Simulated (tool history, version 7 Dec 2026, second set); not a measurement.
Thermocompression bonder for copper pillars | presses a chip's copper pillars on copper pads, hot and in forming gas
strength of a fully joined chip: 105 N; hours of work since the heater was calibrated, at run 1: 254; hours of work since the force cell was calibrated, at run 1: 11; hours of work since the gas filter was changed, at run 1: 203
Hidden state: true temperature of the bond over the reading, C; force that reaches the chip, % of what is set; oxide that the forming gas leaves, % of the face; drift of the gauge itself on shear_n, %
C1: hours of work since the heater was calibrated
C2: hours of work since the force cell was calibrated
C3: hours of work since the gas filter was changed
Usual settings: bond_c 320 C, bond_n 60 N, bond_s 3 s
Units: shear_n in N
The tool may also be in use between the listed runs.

run 1 day=0 | bond_c=320 bond_n=60 bond_s=3 | C1=254 C2=11 C3=203 | shear_n=68.4
run 2 day=0.625 | bond_c=320 bond_n=60 bond_s=3 | C1=261 C2=18 C3=210 | shear_n=68.2
run 3 day=1.15 | bond_c=320 bond_n=60 bond_s=3 | C1=267 C2=24 C3=216 | shear_n=68.2
run 4 day=1.746 | bond_c=320 bond_n=60 bond_s=3 | C1=274 C2=31 C3=223 | shear_n=68.5
run 5 day=2.017 | bond_c=320 bond_n=60 bond_s=3 | C1=277 C2=34 C3=226 | shear_n=68.1
run 6 day=2.675 | bond_c=320 bond_n=60 bond_s=3 | C1=285 C2=42 C3=234 | shear_n=68.2
run 7 day=3.096 | bond_c=320 bond_n=60 bond_s=3 | C1=290 C2=47 C3=239 | shear_n=68.2
run 8 day=3.692 | bond_c=320 bond_n=60 bond_s=3 | C1=296 C2=53 C3=246 | shear_n=68.2
run 9 day=4.05 | bond_c=320 bond_n=60 bond_s=3 | C1=301 C2=58 C3=250 | shear_n=68.1
run 10 day=4.367 | bond_c=320 bond_n=60 bond_s=3 | C1=304 C2=61 C3=254 | shear_n=68.5
run 11 day=4.95 | bond_c=320 bond_n=60 bond_s=3 | C1=311 C2=68 C3=260 | shear_n=67.6
run 12 day=5.362 | bond_c=320 bond_n=60 bond_s=3 | C1=316 C2=73 C3=265 | shear_n=68.2
run 13 day=5.767 | bond_c=320 bond_n=60 bond_s=3 | C1=320 C2=77 C3=270 | shear_n=67.9
run 14 day=6.362 | bond_c=323 bond_n=60 bond_s=5 | C1=327 C2=84 C3=277 | shear_n=78.4
run 15 day=6.696 | bond_c=293 bond_n=58 bond_s=5 | C1=331 C2=88 C3=280 | shear_n=63.5
run 16 day=6.996 | bond_c=293 bond_n=58 bond_s=5 | C1=335 C2=92 C3=284 | shear_n=63.8
run 17 day=7.538 | bond_c=337 bond_n=54 bond_s=3 | C1=341 C2=98 C3=290 | shear_n=72.2
run 18 day=7.988 | bond_c=337 bond_n=54 bond_s=3 | C1=346 C2=103 C3=295 | shear_n=72.9
run 19 day=8.404 | bond_c=294 bond_n=75 bond_s=3 | C1=351 C2=108 C3=300 | shear_n=60.9
run 20 day=8.688 | bond_c=316 bond_n=75 bond_s=4 | C1=354 C2=111 C3=303 | shear_n=76.9
run 21 day=9.242 | bond_c=322 bond_n=42 bond_s=4 | C1=360 C2=118 C3=310 | shear_n=64.8
run 22 day=9.65 | bond_c=322 bond_n=70 bond_s=8 | C1=365 C2=122 C3=315 | shear_n=88.2
run 23 day=10.042 | bond_c=320 bond_n=70 bond_s=2 | C1=370 C2=127 C3=319 | shear_n=64.5
run 24 day=10.483 | bond_c=336 bond_n=59 bond_s=6 | C1=375 C2=132 C3=324 | shear_n=85.6
run 25 day=11.042 | bond_c=338 bond_n=60 bond_s=8 | C1=381 C2=138 C3=331 | shear_n=90.7

Some steps in shear_n between neighbouring runs. How much of each would the tool show without its hidden state too (settings, what came in, random variation), and how much is left for the hidden state, with any gauge scatter that isn't in both results?
Run 21 -> 22: bond_n 42 -> 70, bond_s 4 -> 8. shear_n +23.4 N: hidden state -1.2, all else +24.6.
Run 22 -> 23: bond_c 322 -> 320, bond_s 8 -> 2. shear_n -23.7 N: hidden state +1.2, all else -24.9.
